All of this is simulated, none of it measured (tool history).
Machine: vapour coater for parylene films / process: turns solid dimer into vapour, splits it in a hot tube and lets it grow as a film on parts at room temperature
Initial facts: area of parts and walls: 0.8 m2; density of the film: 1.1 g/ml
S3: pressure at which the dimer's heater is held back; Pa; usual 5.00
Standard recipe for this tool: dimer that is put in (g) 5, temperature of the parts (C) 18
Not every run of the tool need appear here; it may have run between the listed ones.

{"run": 1, "hour": 0.0, "dimer that is put in (g)": 5, "temperature of the parts (C)": 18, "S3": 5.0, "thickness of the film (um)": 3.65}
{"run": 2, "hour": 30.6, "dimer that is put in (g)": 5, "temperature of the parts (C)": 18, "S3": 5.0, "thickness of the film (um)": 3.66}
{"run": 3, "hour": 61.8, "dimer that is put in (g)": 5, "temperature of the parts (C)": 18, "S3": 5.0, "thickness of the film (um)": 3.64}
{"run": 4, "hour": 100.3, "dimer that is put in (g)": 5, "temperature of the parts (C)": 18, "S3": 2.18, "thickness of the film (um)": 4.25}
{"run": 5, "hour": 133.8, "dimer that is put in (g)": 5, "temperature of the parts (C)": 18, "S3": 3.43, "thickness of the film (um)": 3.88}
{"run": 6, "hour": 179.0, "dimer that is put in (g)": 3, "temperature of the parts (C)": 18, "S3": 5.0, "thickness of the film (um)": 2.21}
{"run": 7, "hour": 207.9, "dimer that is put in (g)": 3, "temperature of the parts (C)": 18, "S3": 5.0, "thickness of the film (um)": 2.22}
{"run": 8, "hour": 228.5, "dimer that is put in (g)": 5, "temperature of the parts (C)": 18, "S3": 5.0, "thickness of the film (um)": 3.66}
{"run": 9, "hour": 270.9, "dimer that is put in (g)": 5, "temperature of the parts (C)": 18, "S3": 7.24, "thickness of the film (um)": 3.42}
{"run": 10, "hour": 309.9, "dimer that is put in (g)": 4, "temperature of the parts (C)": 18, "S3": 7.24, "thickness of the film (um)": 2.77}
{"run": 11, "hour": 335.8, "dimer that is put in (g)": 5, "temperature of the parts (C)": 18, "S3": 4.72, "thickness of the film (um)": 3.69}
{"run": 12, "hour": 364.9, "dimer that is put in (g)": 5, "temperature of the parts (C)": 18, "S3": 4.72, "thickness of the film (um)": 3.7}
{"run": 13, "hour": 392.7, "dimer that is put in (g)": 5, "temperature of the parts (C)": 18, "S3": 4.72, "thickness of the film (um)": 3.69}
{"run": 14, "hour": 427.8, "dimer that is put in (g)": 5, "temperature of the parts (C)": 18, "S3": 4.72, "thickness of the film (um)": 3.7}
{"run": 15, "hour": 457.9, "dimer that is put in (g)": 7, "temperature of the parts (C)": 18, "S3": 4.72, "thickness of the film (um)": 5.2}
{"run": 16, "hour": 482.0, "dimer that is put in (g)": 5, "temperature of the parts (C)": 12, "S3": 5.0, "thickness of the film (um)": 4.19}
{"hour": 496.3, "done": "trap's valve overhauled"}
{"run": 17, "hour": 528.6, "dimer that is put in (g)": 5, "temperature of the parts (C)": 12, "S3": 5.0, "thickness of the film (um)": 4.18}
{"run": 18, "hour": 569.7, "dimer that is put in (g)": 5, "temperature of the parts (C)": 12, "S3": 5.0, "thickness of the film (um)": 4.2}
{"run": 19, "hour": 600.1, "dimer that is put in (g)": 5, "temperature of the parts (C)": 12, "S3": 5.0, "thickness of the film (um)": 4.23}
{"run": 20, "hour": 619.9, "dimer that is put in (g)": 5, "temperature of the parts (C)": 12, "S3": 10.16, "thickness of the film (um)": 3.76}
{"run": 21, "hour": 661.2, "dimer that is put in (g)": 5, "temperature of the parts (C)": 12, "S3": 10.16, "thickness of the film (um)": 3.72}
{"run": 22, "hour": 685.2, "dimer that is put in (g)": 5, "temperature of the parts (C)": 12, "S3": 10.16, "thickness of the film (um)": 3.74}
{"run": 23, "hour": 707.7, "dimer that is put in (g)": 5, "temperature of the parts (C)": 12, "S3": 10.16, "thickness of the film (um)": 3.74}
{"run": 24, "hour": 734.4, "dimer that is put in (g)": 5, "temperature of the parts (C)": 11, "S3": 5.48, "thickness of the film (um)": 4.25}
{"run": 25, "hour": 760.0, "dimer that is put in (g)": 5, "temperature of the parts (C)": 11, "S3": 5.48, "thickness of the film (um)": 4.26}
{"run": 26, "hour": 797.5, "dimer that is put in (g)": 5, "temperature of the parts (C)": 11, "S3": 5.48, "thickness of the film (um)": 4.27}
{"run": 27, "hour": 839.1, "dimer that is put in (g)": 9, "temperature of the parts (C)": 12, "S3": 2.19, "thickness of the film (um)": 8.78}
{"run": 28, "hour": 882.9, "dimer that is put in (g)": 2, "temperature of the parts (C)": 10, "S3": 3.58, "thickness of the film (um)": 1.85}
{"run": 29, "hour": 913.5, "dimer that is put in (g)": 2, "temperature of the parts (C)": 10, "S3": 3.58, "thickness of the film (um)": 1.88}
{"run": 30, "hour": 944.4, "dimer that is put in (g)": 5, "temperature of the parts (C)": 13, "S3": 5.0, "thickness of the film (um)": 4.12}
{"run": 31, "hour": 963.2, "dimer that is put in (g)": 5, "temperature of the parts (C)": 13, "S3": 5.0, "thickness of the film (um)": 4.1}
{"run": 32, "hour": 981.9, "dimer that is put in (g)": 4, "temperature of the parts (C)": 13, "S3": 5.0, "thickness of the film (um)": 3.32}

Estimate the outcome of run 33 from the log above:
{"run": 33, "hour": 1006.4, "dimer that is put in (g)": 4, "temperature of the parts (C)": 13, "S3": 5.0, "thickness of the film (um)": "?"}

thickness of the film (um): 3.27
Without the tool's hidden state the same run would have given thickness of the film (um) 3.28.
